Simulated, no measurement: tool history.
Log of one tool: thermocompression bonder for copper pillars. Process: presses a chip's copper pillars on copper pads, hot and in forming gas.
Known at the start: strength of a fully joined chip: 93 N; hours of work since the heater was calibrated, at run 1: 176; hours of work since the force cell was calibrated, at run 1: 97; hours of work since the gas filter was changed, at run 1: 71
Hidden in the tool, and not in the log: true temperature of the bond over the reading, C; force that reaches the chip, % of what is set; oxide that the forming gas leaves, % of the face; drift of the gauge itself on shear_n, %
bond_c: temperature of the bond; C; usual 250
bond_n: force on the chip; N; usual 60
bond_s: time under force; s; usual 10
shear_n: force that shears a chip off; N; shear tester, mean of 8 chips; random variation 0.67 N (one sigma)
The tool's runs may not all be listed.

run	hour	bond_c	bond_n	bond_s	hours of work since the heater was calibrated	hours of work since the force cell was calibrated	hours of work since the gas filter was changed	shear_n
1	0.0	250	60	10	176	97	71	41.9
2	41.6	232	60	10	204	124	98	32.8
3	79.8	232	60	10	229	149	123	32.9
4	150.8	232	60	10	275	196	170	31.9
5	204.8	250	60	10	311	232	206	38.9
# hour 220.5: forming gas filter changed
6	292.4	250	46	10	368	289	47	36.2
7	365.3	248	52	5	416	337	95	27.6
8	451.8	243	42	8	473	394	152	26.6
# hour 537.4: heater calibrated with a thermocouple chip
9	537.4	234	60	11	0	449	207	35.8
# hour 548.4: forming gas filter changed
10	578.3	274	60	10	27	475	20	55.1
11	654.9	237	60	16	77	526	70	43.3
12	733.6	237	60	16	129	577	122	41.7

Forecast each of these 4 alternatives for the next run:
A	798.1	250	68	10	171	620	164	?
B	798.1	220	60	16	171	620	164	?
C	798.1	261	57	23	171	620	164	?
D	798.1	237	66	9	171	620	164	?

run	shear_n
A	44.7
B	32.7
C	59.2
D	35.1
Without the tool's hidden state the same runs would have given:
run	shear_n
A	48.0
B	35.5
C	62.9
D	38.0
